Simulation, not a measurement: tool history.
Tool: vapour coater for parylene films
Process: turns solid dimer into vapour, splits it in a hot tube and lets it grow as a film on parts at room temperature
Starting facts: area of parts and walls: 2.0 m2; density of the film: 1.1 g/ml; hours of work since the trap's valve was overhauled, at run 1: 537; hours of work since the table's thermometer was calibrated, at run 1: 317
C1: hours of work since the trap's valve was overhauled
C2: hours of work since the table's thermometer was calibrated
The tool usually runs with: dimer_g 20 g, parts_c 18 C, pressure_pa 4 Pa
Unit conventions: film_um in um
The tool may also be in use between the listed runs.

run 1 day=0 | dimer_g=20 parts_c=18 pressure_pa=4 | C1=537 C2=317 | film_um=4.71
run 2 day=0.5 | dimer_g=20 parts_c=18 pressure_pa=4 | C1=547 C2=327 | film_um=4.63
run 3 day=1.142 | dimer_g=14 parts_c=18 pressure_pa=4 | C1=561 C2=341 | film_um=3.25
run 4 day=1.938 | dimer_g=14 parts_c=18 pressure_pa=4 | C1=578 C2=357 | film_um=3.29
run 5 day=2.583 | dimer_g=20 parts_c=21 pressure_pa=4 | C1=591 C2=371 | film_um=4.34
run 6 day=3.329 | dimer_g=20 parts_c=16 pressure_pa=4 | C1=607 C2=387 | film_um=4.84
run 7 day=4.25 | dimer_g=20 parts_c=18 pressure_pa=6.54 | C1=626 C2=406 | film_um=4.23
run 8 day=4.729 | dimer_g=20 parts_c=18 pressure_pa=6.54 | C1=636 C2=416 | film_um=4.19
run 9 day=5.479 | dimer_g=21 parts_c=18 pressure_pa=4 | C1=652 C2=432 | film_um=4.87
run 10 day=6.038 | dimer_g=21 parts_c=18 pressure_pa=4 | C1=664 C2=444 | film_um=4.89
-- day=6.517 trap's valve overhauled
run 11 day=6.679 | dimer_g=20 parts_c=18 pressure_pa=4 | C1=3 C2=454 | film_um=4.62
run 12 day=7.662 | dimer_g=10 parts_c=18 pressure_pa=4 | C1=24 C2=475 | film_um=2.36
run 13 day=8.379 | dimer_g=10 parts_c=18 pressure_pa=4 | C1=39 C2=490 | film_um=2.33
run 14 day=8.9 | dimer_g=10 parts_c=18 pressure_pa=4 | C1=50 C2=501 | film_um=2.34
run 15 day=9.438 | dimer_g=10 parts_c=18 pressure_pa=4 | C1=61 C2=512 | film_um=2.34
run 16 day=9.958 | dimer_g=10 parts_c=18 pressure_pa=4 | C1=72 C2=523 | film_um=2.32
run 17 day=10.938 | dimer_g=10 parts_c=18 pressure_pa=4 | C1=93 C2=543 | film_um=2.37
run 18 day=11.738 | dimer_g=10 parts_c=18 pressure_pa=4 | C1=110 C2=560 | film_um=2.33
run 19 day=12.458 | dimer_g=10 parts_c=18 pressure_pa=4 | C1=125 C2=575 | film_um=2.31
run 20 day=13.529 | dimer_g=20 parts_c=18 pressure_pa=9.44 | C1=148 C2=598 | film_um=3.94
run 21 day=14.079 | dimer_g=20 parts_c=18 pressure_pa=4 | C1=159 C2=610 | film_um=4.6
run 22 day=15.167 | dimer_g=20 parts_c=18 pressure_pa=4 | C1=182 C2=632 | film_um=4.71
run 23 day=15.671 | dimer_g=20 parts_c=18 pressure_pa=4 | C1=193 C2=643 | film_um=4.68
run 24 day=16.267 | dimer_g=10 parts_c=13 pressure_pa=4 | C1=205 C2=656 | film_um=2.66
run 25 day=17.171 | dimer_g=34 parts_c=18 pressure_pa=4.79 | C1=224 C2=675 | film_um=7.61
run 26 day=18.142 | dimer_g=34 parts_c=18 pressure_pa=4.79 | C1=245 C2=695 | film_um=7.74
run 27 day=19.225 | dimer_g=34 parts_c=18 pressure_pa=4.79 | C1=268 C2=718 | film_um=7.66
run 28 day=20.142 | dimer_g=34 parts_c=18 pressure_pa=4.79 | C1=287 C2=737 | film_um=7.67
run 29 day=20.9 | dimer_g=14 parts_c=20 pressure_pa=7.7 | C1=303 C2=753 | film_um=2.75
run 30 day=21.496 | dimer_g=24 parts_c=20 pressure_pa=7.7 | C1=315 C2=766 | film_um=4.69
run 31 day=22.367 | dimer_g=11 parts_c=27 pressure_pa=7.7 | C1=334 C2=784 | film_um=1.84
run 32 day=22.821 | dimer_g=20 parts_c=20 pressure_pa=4 | C1=343 C2=794 | film_um=4.56
run 33 day=23.525 | dimer_g=20 parts_c=20 pressure_pa=4 | C1=358 C2=808 | film_um=4.45
run 34 day=24.271 | dimer_g=20 parts_c=18 pressure_pa=4.87 | C1=374 C2=824 | film_um=4.46
run 35 day=25.35 | dimer_g=20 parts_c=18 pressure_pa=4.87 | C1=396 C2=847 | film_um=4.43
run 36 day=25.904 | dimer_g=20 parts_c=18 pressure_pa=10.67 | C1=408 C2=858 | film_um=3.8
run 37 day=26.792 | dimer_g=20 parts_c=18 pressure_pa=10.67 | C1=427 C2=877 | film_um=3.84
-- day=27.567 table's thermometer calibrated
run 38 day=27.933 | dimer_g=13 parts_c=23 pressure_pa=9.07 | C1=450 C2=8 | film_um=2.33
run 39 day=28.45 | dimer_g=25 parts_c=26 pressure_pa=6.28 | C1=461 C2=19 | film_um=4.46
run 40 day=28.996 | dimer_g=20 parts_c=18 pressure_pa=4.61 | C1=472 C2=30 | film_um=4.58
run 41 day=29.833 | dimer_g=8 parts_c=18 pressure_pa=7.97 | C1=490 C2=48 | film_um=1.64
run 42 day=30.588 | dimer_g=16 parts_c=23 pressure_pa=4 | C1=506 C2=64 | film_um=3.31
run 43 day=31.038 | dimer_g=20 parts_c=11 pressure_pa=4 | C1=515 C2=73 | film_um=5.52
run 44 day=31.8 | dimer_g=20 parts_c=11 pressure_pa=4 | C1=531 C2=89 | film_um=5.49
run 45 day=32.296 | dimer_g=14 parts_c=11 pressure_pa=10.16 | C1=542 C2=100 | film_um=3.17
run 46 day=32.983 | dimer_g=21 parts_c=18 pressure_pa=2.27 | C1=556 C2=114 | film_um=5.59

Describe how what the log doesn't record of the tool's condition differs between the last listed run preceding each entry between runs and the first listed run following it.
Runs 10 to 11: trap's valve overhauled (day 6.517)
  vapour lost through the trap's worn valve, %: 0.3 -> 0
Runs 37 to 38: table's thermometer calibrated (day 27.567)
  true temperature of the parts over the reading, C: 0.02 -> 0
